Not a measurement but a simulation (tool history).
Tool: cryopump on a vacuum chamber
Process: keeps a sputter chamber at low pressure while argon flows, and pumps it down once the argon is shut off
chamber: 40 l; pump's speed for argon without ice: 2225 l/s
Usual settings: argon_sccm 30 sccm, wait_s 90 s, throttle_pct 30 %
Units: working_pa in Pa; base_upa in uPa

Run 1, hour 0.0: usual settings. Result: working_pa 0.0783 Pa, base_upa 1.31 uPa.
Run 2, hour 11.4: usual settings. Result: working_pa 0.0788 Pa, base_upa 1.29 uPa.
Run 3, hour 27.0: usual settings. Result: working_pa 0.0789 Pa, base_upa 1.35 uPa.
Run 4, hour 44.5: usual settings but wait_s 254 s. Result: working_pa 0.0785 Pa, base_upa 1.01 uPa.
Run 5, hour 59.4: usual settings but wait_s 254 s. Result: working_pa 0.0788 Pa, base_upa 1.03 uPa.
Run 6, hour 80.4: usual settings but wait_s 254 s. Result: working_pa 0.0789 Pa, base_upa 0.98 uPa.
Run 7, hour 99.4: usual settings but throttle_pct 15 %. Result: working_pa 0.1542 Pa, base_upa 1.31 uPa.
Run 8, hour 121.4: usual settings but argon_sccm 41 sccm, wait_s 81 s, throttle_pct 23 %. Result: working_pa 0.1408 Pa, base_upa 1.44 uPa.
Run 9, hour 146.9: usual settings but wait_s 164 s. Result: working_pa 0.0791 Pa, base_upa 1.10 uPa.
Run 10, hour 161.9: usual settings but wait_s 164 s. Result: working_pa 0.0795 Pa, base_upa 1.11 uPa.
Run 11, hour 186.0: usual settings but wait_s 164 s. Result: working_pa 0.0792 Pa, base_upa 1.10 uPa.
Run 12, hour 207.8: usual settings but throttle_pct 25 %. Result: working_pa 0.0941 Pa, base_upa 1.37 uPa.

Run 13 comes next. What will it give?
Run 13, hour 232.9: usual settings but argon_sccm 19 sccm, throttle_pct 32 %. Result: working_pa ?, base_upa ?.

working_pa: 0.0473 Pa
base_upa: 1.42 uPa
Without the tool's hidden state the same run would have given working_pa 0.0451 Pa, base_upa 0.67 uPa.
